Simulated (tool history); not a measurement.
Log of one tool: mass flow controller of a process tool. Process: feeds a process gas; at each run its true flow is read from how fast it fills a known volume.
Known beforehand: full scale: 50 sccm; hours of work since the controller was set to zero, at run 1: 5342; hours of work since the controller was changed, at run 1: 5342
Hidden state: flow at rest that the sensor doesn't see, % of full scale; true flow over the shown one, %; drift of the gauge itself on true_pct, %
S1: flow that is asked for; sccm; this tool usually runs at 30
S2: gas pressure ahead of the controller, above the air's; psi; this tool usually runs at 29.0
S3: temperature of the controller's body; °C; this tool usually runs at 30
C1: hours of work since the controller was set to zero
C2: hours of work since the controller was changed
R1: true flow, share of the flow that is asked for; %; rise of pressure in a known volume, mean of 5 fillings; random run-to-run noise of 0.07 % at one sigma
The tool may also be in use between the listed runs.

Run 1, hour 0.0: usual settings; C1 5342; C2 5342. Result: R1 97.92 %.
Run 2, hour 268.2: usual settings; C1 5552; C2 5552. Result: R1 97.84 %.
Run 3, hour 681.2: usual settings; C1 5876; C2 5876. Result: R1 97.90 %.
Run 4, hour 1107.7: usual settings but S2 25.4 psi; C1 6211; C2 6211. Result: R1 97.76 %.
Run 5, hour 1356.7: usual settings; C1 6406; C2 6406. Result: R1 97.83 %.
Run 6, hour 1746.1: usual settings; C1 6711; C2 6711. Result: R1 97.96 %.
Run 7, hour 2164.3: usual settings; C1 7039; C2 7039. Result: R1 97.82 %.
Run 8, hour 2482.6: usual settings; C1 7289; C2 7289. Result: R1 97.74 %.
At hour 2720.7: controller's zero set anew.
Run 9, hour 2905.3: usual settings but S1 8 sccm, S3 31 °C; C1 145; C2 7620. Result: R1 94.32 %.
Run 10, hour 3202.3: usual settings but S1 8 sccm, S3 31 °C; C1 378; C2 7852. Result: R1 94.41 %.
At hour 3378.7: controller exchanged for a calibrated one.
Run 11, hour 3576.9: usual settings but S1 8 sccm, S3 31 °C; C1 155; C2 155. Result: R1 97.39 %.
Run 12, hour 3976.2: usual settings but S1 8 sccm, S3 31 °C; C1 468; C2 468. Result: R1 97.72 %.
Run 13, hour 4415.0: usual settings but S1 16 sccm, S2 35.5 psi, S3 27 °C; C1 812; C2 812. Result: R1 98.19 %.

Forecast each of these 3 alternatives for the next run:
Run A, hour 4760.5: usual settings but S1 46 sccm, S2 33.4 psi, S3 39 °C; C1 1083; C2 1083. Result: R1 ?.
Run B, hour 4760.5: usual settings but S1 48 sccm, S3 36 °C; C1 1083; C2 1083. Result: R1 ?.
Run C, hour 4760.5: usual settings but S1 5 sccm, S2 31.3 psi, S3 20 °C; C1 1083; C2 1083. Result: R1 ?.

run     R1
  A  99.15
  B  99.38
  C  99.28
Without the tool's hidden state the same runs would have given:
run     R1
  A  99.05
  B  99.29
  C  97.37

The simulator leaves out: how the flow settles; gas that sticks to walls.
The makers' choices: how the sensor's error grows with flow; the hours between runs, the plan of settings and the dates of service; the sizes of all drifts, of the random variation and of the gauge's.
